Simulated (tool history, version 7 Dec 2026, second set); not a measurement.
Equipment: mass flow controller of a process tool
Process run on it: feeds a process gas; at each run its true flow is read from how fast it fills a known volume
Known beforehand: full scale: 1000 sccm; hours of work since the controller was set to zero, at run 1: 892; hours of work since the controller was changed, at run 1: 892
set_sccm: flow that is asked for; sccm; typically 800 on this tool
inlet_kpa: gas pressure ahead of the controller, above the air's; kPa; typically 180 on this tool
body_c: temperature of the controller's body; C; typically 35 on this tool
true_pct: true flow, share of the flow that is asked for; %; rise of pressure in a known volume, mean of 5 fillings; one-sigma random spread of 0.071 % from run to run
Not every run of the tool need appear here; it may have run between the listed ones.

| run | hour | set_sccm | inlet_kpa | body_c | hours of work since the controller was set to zero | hours of work since the controller was changed | true_pct |
|---|---|---|---|---|---|---|---|
| 1 | 0 | 800 | 180 | 35 | 892 | 892 | 99.89 |
| 2 | 207.7 | 800 | 180 | 35 | 1028 | 1028 | 100.03 |
| 3 | 515.1 | 800 | 180 | 35 | 1230 | 1230 | 99.96 |
| 4 | 852.2 | 800 | 180 | 35 | 1452 | 1452 | 99.9 |
| 5 | 1107.2 | 800 | 180 | 35 | 1620 | 1620 | 99.84 |
| 6 | 1432.9 | 800 | 180 | 35 | 1834 | 1834 | 99.81 |
| 7 | 1768.1 | 800 | 164 | 35 | 2055 | 2055 | 99.97 |
| 8 | 2081.3 | 800 | 180 | 27 | 2261 | 2261 | 99.61 |
| 9 | 2419.3 | 800 | 180 | 25 | 2483 | 2483 | 99.38 |
| 10 | 2727.5 | 800 | 180 | 25 | 2686 | 2686 | 99.7 |
| 11 | 2880.4 | 800 | 196 | 25 | 2786 | 2786 | 99.63 |
| 12 | 3219 | 800 | 196 | 25 | 3009 | 3009 | 99.7 |
| 13 | 3417.9 | 800 | 196 | 25 | 3140 | 3140 | 99.56 |
| 14 | 3723.3 | 800 | 196 | 25 | 3341 | 3341 | 99.66 |
| 15 | 4046.1 | 216 | 210 | 29 | 3553 | 3553 | 98.6 |
| 16 | 4343 | 269 | 204 | 33 | 3748 | 3748 | 98.73 |
| 17 | 4673 | 548 | 184 | 33 | 3966 | 3966 | 99.14 |
| 18 | 4851 | 800 | 185 | 35 | 4083 | 4083 | 99.86 |
| 19 | 5070 | 142 | 180 | 33 | 4227 | 4227 | 98.57 |
| 20 | 5214.4 | 270 | 180 | 24 | 4322 | 4322 | 98.53 |
| 21 | 5430.7 | 270 | 179 | 24 | 4464 | 4464 | 98.5 |
| 22 | 5745.1 | 270 | 179 | 35 | 4671 | 4671 | 98.91 |
| 23 | 6007.7 | 810 | 180 | 35 | 4843 | 4843 | 99.93 |
| 24 | 6317.7 | 810 | 180 | 35 | 5047 | 5047 | 99.91 |
| 25 | 6651.4 | 800 | 220 | 28 | 5267 | 5267 | 99.76 |
|  | 6807.4 | controller exchanged for a calibrated one |
| 26 | 6813.6 | 862 | 148 | 22 | 4 | 4 | 99.58 |
| 27 | 7093 | 862 | 145 | 39 | 188 | 188 | 100.12 |

4 options for the next run, each taken on its own from the tool as it stands now. Forecast them:
| A | 7370 | 309 | 180 | 29 | 370 | 370 | ? |
| B | 7370 | 916 | 185 | 35 | 370 | 370 | ? |
| C | 7370 | 697 | 185 | 25 | 370 | 370 | ? |
| D | 7370 | 800 | 196 | 29 | 370 | 370 | ? |

| run | true_pct |
|---|---|
| A | 98.65 |
| B | 99.98 |
| C | 99.36 |
| D | 99.73 |
Without the tool's unlogged condition, the same runs would have read:
| run | true_pct |
|---|---|
| A | 98.65 |
| B | 99.98 |
| C | 99.36 |
| D | 99.73 |
